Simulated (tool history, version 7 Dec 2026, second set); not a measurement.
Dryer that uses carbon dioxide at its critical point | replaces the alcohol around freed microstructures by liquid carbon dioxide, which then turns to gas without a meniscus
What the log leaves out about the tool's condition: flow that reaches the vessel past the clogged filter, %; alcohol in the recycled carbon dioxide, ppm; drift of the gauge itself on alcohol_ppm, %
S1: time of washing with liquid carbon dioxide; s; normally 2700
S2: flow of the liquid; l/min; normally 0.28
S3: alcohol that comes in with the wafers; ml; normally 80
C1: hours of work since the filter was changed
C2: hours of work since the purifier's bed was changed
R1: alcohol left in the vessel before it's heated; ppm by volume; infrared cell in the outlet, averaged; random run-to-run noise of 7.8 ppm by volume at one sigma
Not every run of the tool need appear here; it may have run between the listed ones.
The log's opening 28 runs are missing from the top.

run	hour	S1	S2	S3	C1	C2	R1
29	280.5	3480	0.369	86	124	204	86
30	293.4	3480	0.369	67	131	211	86
31	305.5	3480	0.394	31	137	217	70
32	319.8	3480	0.394	32	144	224	74
33	325.8	3480	0.394	32	147	227	80
34	337.9	3480	0.394	32	153	233	70
35	344.1	3480	0.394	32	156	236	72
36	358	3480	0.394	32	164	243	72
37	364.8	3660	0.394	83	167	247	77
38	371.4	1680	0.27	64	170	250	3003
# hour 382.9: inlet filter changed
39	383.1	1680	0.27	64	0	256	2082
40	392.1	1680	0.27	64	5	260	2245
41	406.2	3480	0.373	64	12	267	79
42	415.1	1920	0.385	32	16	272	253
43	423.4	2700	0.269	42	21	276	354

Predict each of these 4 candidate next runs independently; none follows another, all start after run 43:
A	435.4	3360	0.446	103	27	282	?
B	435.4	2700	0.316	42	27	282	?
C	435.4	2400	0.326	77	27	282	?
D	435.4	2640	0.443	27	27	282	?

run	R1
A	74
B	199
C	431
D	82
Take away the tool's hidden state, keep each run's random variation, and the runs would have read:
run	R1
A	2
B	111
C	317
D	8

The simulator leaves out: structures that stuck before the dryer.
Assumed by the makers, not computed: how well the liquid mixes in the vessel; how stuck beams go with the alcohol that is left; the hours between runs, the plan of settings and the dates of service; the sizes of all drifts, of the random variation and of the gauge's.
